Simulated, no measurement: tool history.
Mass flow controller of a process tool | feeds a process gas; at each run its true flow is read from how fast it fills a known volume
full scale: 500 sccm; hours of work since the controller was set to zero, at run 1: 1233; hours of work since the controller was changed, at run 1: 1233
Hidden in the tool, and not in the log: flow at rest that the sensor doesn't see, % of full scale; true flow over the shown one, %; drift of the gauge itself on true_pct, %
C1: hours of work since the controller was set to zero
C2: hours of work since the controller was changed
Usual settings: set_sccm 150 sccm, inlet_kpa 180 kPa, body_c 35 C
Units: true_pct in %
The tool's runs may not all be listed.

{"run": 1, "hour": 0.0, "set_sccm": 150, "inlet_kpa": 180, "body_c": 35, "C1": 1233, "C2": 1233, "true_pct": 100.01}
{"run": 2, "hour": 153.6, "set_sccm": 87, "inlet_kpa": 180, "body_c": 35, "C1": 1335, "C2": 1335, "true_pct": 100.27}
{"run": 3, "hour": 247.4, "set_sccm": 87, "inlet_kpa": 180, "body_c": 35, "C1": 1396, "C2": 1396, "true_pct": 100.31}
{"run": 4, "hour": 389.1, "set_sccm": 87, "inlet_kpa": 166, "body_c": 35, "C1": 1490, "C2": 1490, "true_pct": 100.43}
{"run": 5, "hour": 462.4, "set_sccm": 87, "inlet_kpa": 166, "body_c": 35, "C1": 1538, "C2": 1538, "true_pct": 100.45}
{"hour": 472.2, "done": "controller's zero set anew"}
{"run": 6, "hour": 591.5, "set_sccm": 87, "inlet_kpa": 166, "body_c": 35, "C1": 79, "C2": 1622, "true_pct": 100.65}
{"run": 7, "hour": 692.1, "set_sccm": 87, "inlet_kpa": 166, "body_c": 35, "C1": 145, "C2": 1689, "true_pct": 100.69}
{"run": 8, "hour": 829.0, "set_sccm": 150, "inlet_kpa": 180, "body_c": 21, "C1": 235, "C2": 1779, "true_pct": 98.49}
{"run": 9, "hour": 925.9, "set_sccm": 84, "inlet_kpa": 224, "body_c": 35, "C1": 299, "C2": 1843, "true_pct": 100.55}
{"hour": 954.1, "done": "controller's zero set anew, once more"}
{"run": 10, "hour": 1081.2, "set_sccm": 143, "inlet_kpa": 180, "body_c": 26, "C1": 84, "C2": 1944, "true_pct": 97.78}
{"run": 11, "hour": 1231.5, "set_sccm": 90, "inlet_kpa": 263, "body_c": 26, "C1": 183, "C2": 2043, "true_pct": 97.28}
{"run": 12, "hour": 1361.8, "set_sccm": 150, "inlet_kpa": 197, "body_c": 26, "C1": 268, "C2": 2129, "true_pct": 97.8}
{"run": 13, "hour": 1453.3, "set_sccm": 150, "inlet_kpa": 197, "body_c": 26, "C1": 329, "C2": 2189, "true_pct": 97.78}
{"run": 14, "hour": 1563.0, "set_sccm": 150, "inlet_kpa": 197, "body_c": 26, "C1": 401, "C2": 2262, "true_pct": 97.76}

Some steps in true_pct between neighbouring runs. How much of each would the tool show without its hidden state too (settings, what came in, random variation), and how much is left for the hidden state, with any gauge scatter that isn't in both results?
Run 9 -> 10: set_sccm 84 -> 143, inlet_kpa 224 -> 180, body_c 35 -> 26, controller's zero set anew, once more. true_pct -2.77 %: hidden state -2.13, all else -0.64.
